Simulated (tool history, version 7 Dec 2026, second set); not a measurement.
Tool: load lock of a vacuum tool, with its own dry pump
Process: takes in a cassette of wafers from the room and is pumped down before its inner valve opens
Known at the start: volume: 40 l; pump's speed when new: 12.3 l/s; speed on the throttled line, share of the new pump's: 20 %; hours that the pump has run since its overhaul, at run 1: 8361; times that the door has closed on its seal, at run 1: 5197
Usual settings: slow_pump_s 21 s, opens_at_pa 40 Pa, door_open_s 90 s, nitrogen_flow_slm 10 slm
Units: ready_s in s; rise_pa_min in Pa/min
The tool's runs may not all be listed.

| run | hour | slow_pump_s | opens_at_pa | door_open_s | nitrogen_flow_slm | hours that the pump has run since its overhaul | times that the door has closed on its seal | incoming humidity of the room's air, % | ready_s | rise_pa_min |
|---|---|---|---|---|---|---|---|---|---|---|
| 1 | 0.0 | 21 | 40 | 90 | 10 | 8361 | 5197 | 47.9 | 44.2 | 0.073 |
| 2 | 195.2 | 21 | 40 | 90 | 10 | 8556 | 5594 | 44.1 | 44.8 | 0.072 |
| 3 | 322.4 | 19 | 40 | 90 | 10 | 8683 | 5853 | 44.8 | 43.4 | 0.078 |
| 4 | 438.3 | 31 | 40 | 90 | 10 | 8799 | 6090 | 43.7 | 52.8 | 0.080 |
| 5 | 598.4 | 31 | 40 | 90 | 10 | 8959 | 6416 | 44.2 | 52.4 | 0.087 |
| 6 | 748.2 | 31 | 40 | 90 | 10 | 9109 | 6721 | 44.5 | 52.3 | 0.087 |
| 7 | 951.6 | 31 | 40 | 90 | 10 | 9312 | 7136 | 49.1 | 52.6 | 0.100 |
| 8 | 1043.5 | 31 | 40 | 90 | 10 | 9404 | 7323 | 46.4 | 52.3 | 0.098 |
| 9 | 1131.4 | 31 | 40 | 90 | 10 | 9492 | 7502 | 46.1 | 52.5 | 0.101 |
| 10 | 1258.7 | 21 | 40 | 90 | 10 | 9619 | 7761 | 46.2 | 45.0 | 0.109 |
| 11 | 1385.7 | 21 | 40 | 90 | 12 | 9746 | 8020 | 43.6 | 44.6 | 0.104 |
| 12 | 1502.9 | 21 | 40 | 90 | 12 | 9863 | 8259 | 43.7 | 45.0 | 0.111 |
| 13 | 1659.8 | 21 | 40 | 58 | 12 | 10020 | 8579 | 44.6 | 44.7 | 0.101 |
| 14 | 1788.6 | 21 | 40 | 90 | 4 | 10149 | 8841 | 41.6 | 45.5 | 0.124 |
| 15 | 1871.9 | 21 | 40 | 90 | 10 | 10232 | 9011 | 46.8 | 45.3 | 0.124 |
| 16 | 1984.6 | 21 | 40 | 90 | 10 | 10345 | 9241 | 43.6 | 44.8 | 0.128 |
| 17 | 2181.6 | 21 | 40 | 90 | 10 | 10542 | 9642 | 45.9 | 45.0 | 0.131 |
| 18 | 2303.3 | 21 | 40 | 144 | 10 | 10664 | 9890 | 43.7 | 45.0 | 0.133 |
| 19 | 2506.0 | 21 | 40 | 144 | 10 | 10867 | 10303 | 44.1 | 45.1 | 0.148 |
| 20 | 2697.3 | 21 | 52 | 144 | 10 | 11058 | 10693 | 46.6 | 44.5 | 0.161 |
| 21 | 2837.8 | 21 | 50 | 94 | 30 | 11198 | 10979 | 48.1 | 44.6 | 0.139 |
| 22 | 2973.8 | 26 | 56 | 90 | 10 | 11334 | 11256 | 45.2 | 47.8 | 0.154 |
| 23 | 3091.1 | 21 | 40 | 90 | 37 | 11452 | 11495 | 44.6 | 45.4 | 0.138 |
| 24 | 3263.2 | 21 | 40 | 90 | 37 | 11624 | 11846 | 44.6 | 45.6 | 0.151 |
| 25 | 3362.0 | 21 | 40 | 90 | 37 | 11723 | 12047 | 44.7 | 45.5 | 0.160 |
| 26 | 3478.3 | 21 | 40 | 90 | 37 | 11839 | 12284 | 48.3 | 45.7 | 0.164 |
| 27 | 3640.1 | 21 | 53 | 181 | 4 | 12001 | 12614 | 45.3 | 44.8 | 0.213 |
| 28 | 3723.4 | 11 | 53 | 67 | 4 | 12084 | 12784 | 46.2 | 36.8 | 0.199 |
| 29 | 3877.1 | 11 | 53 | 67 | 4 | 12238 | 13097 | 45.4 | 36.5 | 0.203 |
| 30 | 3966.9 | 11 | 53 | 67 | 4 | 12327 | 13280 | 43.2 | 36.9 | 0.200 |
| 31 | 4130.7 | 28 | 75 | 42 | 21 | 12491 | 13614 | 43.4 | 48.9 | 0.187 |
| 32 | 4277.2 | 28 | 75 | 82 | 27 | 12638 | 13912 | 50.2 | 48.8 | 0.200 |
| 33 | 4431.9 | 21 | 40 | 57 | 10 | 12792 | 14228 | 48.1 | 46.0 | 0.210 |
| 34 | 4521.6 | 21 | 31 | 181 | 10 | 12882 | 14410 | 46.9 | 46.5 | 0.232 |
| 35 | 4663.9 | 21 | 31 | 103 | 7 | 13024 | 14700 | 44.7 | 47.0 | 0.231 |
| 36 | 4834.1 | 10 | 34 | 52 | 28 | 13195 | 15047 | 44.0 | 38.0 | 0.216 |
| 37 | 5007.2 | 10 | 34 | 52 | 28 | 13368 | 15400 | 43.6 | 38.1 | 0.221 |

Forecast each of these 4 alternatives for the next run:
| A | 5184.2 | 14 | 40 | 224 | 10 | 13545 | 15760 | 40.7 | ? | ? |
| B | 5184.2 | 13 | 40 | 43 | 12 | 13545 | 15760 | 40.5 | ? | ? |
| C | 5184.2 | 21 | 40 | 40 | 32 | 13545 | 15760 | 48.9 | ? | ? |
| D | 5184.2 | 21 | 29 | 111 | 10 | 13545 | 15760 | 45.4 | ? | ? |

| run | ready_s | rise_pa_min |
|---|---|---|
| A | 40.4 | 0.260 |
| B | 40.1 | 0.236 |
| C | 46.0 | 0.234 |
| D | 47.3 | 0.252 |
Without the tool's hidden state the same runs would have given:
| run | ready_s | rise_pa_min |
|---|---|---|
| A | 36.4 | 0.046 |
| B | 36.0 | 0.020 |
| C | 42.3 | 0.021 |
| D | 43.3 | 0.035 |
